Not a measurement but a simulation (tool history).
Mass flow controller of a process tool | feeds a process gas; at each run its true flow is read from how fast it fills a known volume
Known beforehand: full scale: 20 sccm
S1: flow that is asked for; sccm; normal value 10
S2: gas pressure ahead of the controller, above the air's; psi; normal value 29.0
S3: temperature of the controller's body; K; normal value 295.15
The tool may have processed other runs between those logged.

Run 1, day 0.000: usual settings. Result: true flow (%) 99.30.
Run 2, day 15.004: usual settings. Result: true flow (%) 99.46.
Run 3, day 31.071: usual settings but S2 25.4 psi. Result: true flow (%) 99.58.
Run 4, day 50.996: usual settings but S2 25.4 psi. Result: true flow (%) 99.50.
Run 5, day 62.446: usual settings but S2 25.4 psi. Result: true flow (%) 99.72.
Run 6, day 73.396: usual settings but S2 25.4 psi. Result: true flow (%) 99.77.
Run 7, day 88.108: usual settings. Result: true flow (%) 99.75.
Run 8, day 98.421: usual settings. Result: true flow (%) 99.85.
Run 9, day 115.746: usual settings. Result: true flow (%) 99.91.
Run 10, day 128.192: usual settings but S2 26.7 psi. Result: true flow (%) 100.14.
Run 11, day 138.804: usual settings but S1 5 sccm. Result: true flow (%) 99.91.
Run 12, day 151.783: usual settings but S1 5 sccm. Result: true flow (%) 99.97.
Run 13, day 172.604: usual settings but S1 5 sccm. Result: true flow (%) 100.23.
Run 14, day 185.912: usual settings but S3 297.15 K. Result: true flow (%) 100.13.
Run 15, day 199.792: usual settings but S3 297.15 K. Result: true flow (%) 100.28.
Run 16, day 224.554: usual settings. Result: true flow (%) 100.29.
Run 17, day 238.454: usual settings. Result: true flow (%) 100.61.
Run 18, day 256.242: usual settings. Result: true flow (%) 100.49.
Run 19, day 280.112: usual settings but S2 27.3 psi. Result: true flow (%) 100.56.
Run 20, day 293.921: usual settings but S2 27.3 psi, S3 310.15 K. Result: true flow (%) 100.24.
Run 21, day 305.738: usual settings but S2 27.3 psi, S3 310.15 K. Result: true flow (%) 100.31.
Run 22, day 321.983: usual settings but S2 27.3 psi, S3 310.15 K. Result: true flow (%) 100.38.
Run 23, day 340.729: usual settings but S2 27.3 psi, S3 310.15 K. Result: true flow (%) 100.39.
Run 24, day 362.067: usual settings. Result: true flow (%) 100.89.
Run 25, day 380.292: usual settings but S1 3 sccm, S2 20.3 psi. Result: true flow (%) 102.82.
Run 26, day 400.879: usual settings but S2 24.2 psi. Result: true flow (%) 101.14.
At day 402.575: controller's zero set anew.
Run 27, day 414.038: usual settings but S1 3 sccm, S2 32.2 psi, S3 310.15 K. Result: true flow (%) 103.15.
Run 28, day 438.550: usual settings but S1 3 sccm, S2 32.2 psi, S3 310.15 K. Result: true flow (%) 103.44.
At day 445.712: controller's zero set anew, once more.
Run 29, day 449.058: usual settings but S1 3 sccm, S2 32.2 psi, S3 310.15 K. Result: true flow (%) 99.01.
Run 30, day 461.988: usual settings but S1 3 sccm, S2 28.7 psi, S3 299.15 K. Result: true flow (%) 99.52.
Run 31, day 472.367: usual settings but S1 9 sccm, S2 28.6 psi, S3 293.15 K. Result: true flow (%) 100.33.
Run 32, day 496.504: usual settings but S1 9 sccm, S2 28.6 psi, S3 293.15 K. Result: true flow (%) 100.45.
Run 33, day 506.483: usual settings but S1 4 sccm, S2 32.9 psi, S3 293.15 K. Result: true flow (%) 100.05.
Run 34, day 518.471: usual settings but S1 4 sccm, S2 33.5 psi, S3 299.15 K. Result: true flow (%) 99.84.
Run 35, day 542.779: usual settings but S1 11 sccm, S2 26.8 psi, S3 312.15 K. Result: true flow (%) 100.23.
Run 36, day 565.179: usual settings but S1 11 sccm, S2 26.8 psi, S3 312.15 K. Result: true flow (%) 100.14.
Run 37, day 585.496: usual settings. Result: true flow (%) 100.76.
Run 38, day 609.617: usual settings but S2 21.6 psi, S3 297.15 K. Result: true flow (%) 100.97.
Run 39, day 631.646: usual settings but S1 3 sccm. Result: true flow (%) 101.23.
Run 40, day 651.429: usual settings but S1 4 sccm, S2 25.1 psi, S3 302.15 K. Result: true flow (%) 100.90.
Run 41, day 664.433: usual settings but S1 3 sccm, S2 22.9 psi, S3 305.15 K. Result: true flow (%) 101.28.
Run 42, day 674.938: usual settings but S1 3 sccm, S2 22.9 psi, S3 305.15 K. Result: true flow (%) 101.41.
Run 43, day 687.392: usual settings but S2 29.2 psi, S3 305.15 K. Result: true flow (%) 100.96.
Run 44, day 711.712: usual settings but S1 3 sccm, S2 29.2 psi, S3 305.15 K. Result: true flow (%) 101.65.
Run 45, day 735.042: usual settings but S1 19 sccm, S2 29.2 psi, S3 298.15 K. Result: true flow (%) 101.99.
Run 46, day 755.500: usual settings but S1 3 sccm, S2 35.7 psi, S3 301.15 K. Result: true flow (%) 102.07.
Run 47, day 772.721: usual settings but S1 20 sccm, S2 26.3 psi, S3 293.15 K. Result: true flow (%) 102.54.

For some of the steps in true flow (%) from one run to the next: how much would appear even if the tool had no hidden state, given the settings, what came in and random variation, and how much remains for the hidden state plus any gauge scatter that the measured result and the result without hidden state don't share?
Unlogged tool condition in this case: flow at rest that the sensor doesn't see, % of full scale; true flow over the shown one, %; drift of the gauge itself on true_pct, %.
Run 24 -> 25: S1 10 -> 3, S2 29.0 -> 20.3. true flow (%) +1.93: hidden state +2.53, all else -0.60.
Run 26 -> 27: S1 10 -> 3, S2 24.2 -> 32.2, S3 295.15 -> 310.15, controller's zero set anew. true flow (%) +2.01: hidden state +3.42, all else -1.41.
Run 28 -> 29: controller's zero set anew, once more. true flow (%) -4.43: hidden state -4.47, all else +0.04.

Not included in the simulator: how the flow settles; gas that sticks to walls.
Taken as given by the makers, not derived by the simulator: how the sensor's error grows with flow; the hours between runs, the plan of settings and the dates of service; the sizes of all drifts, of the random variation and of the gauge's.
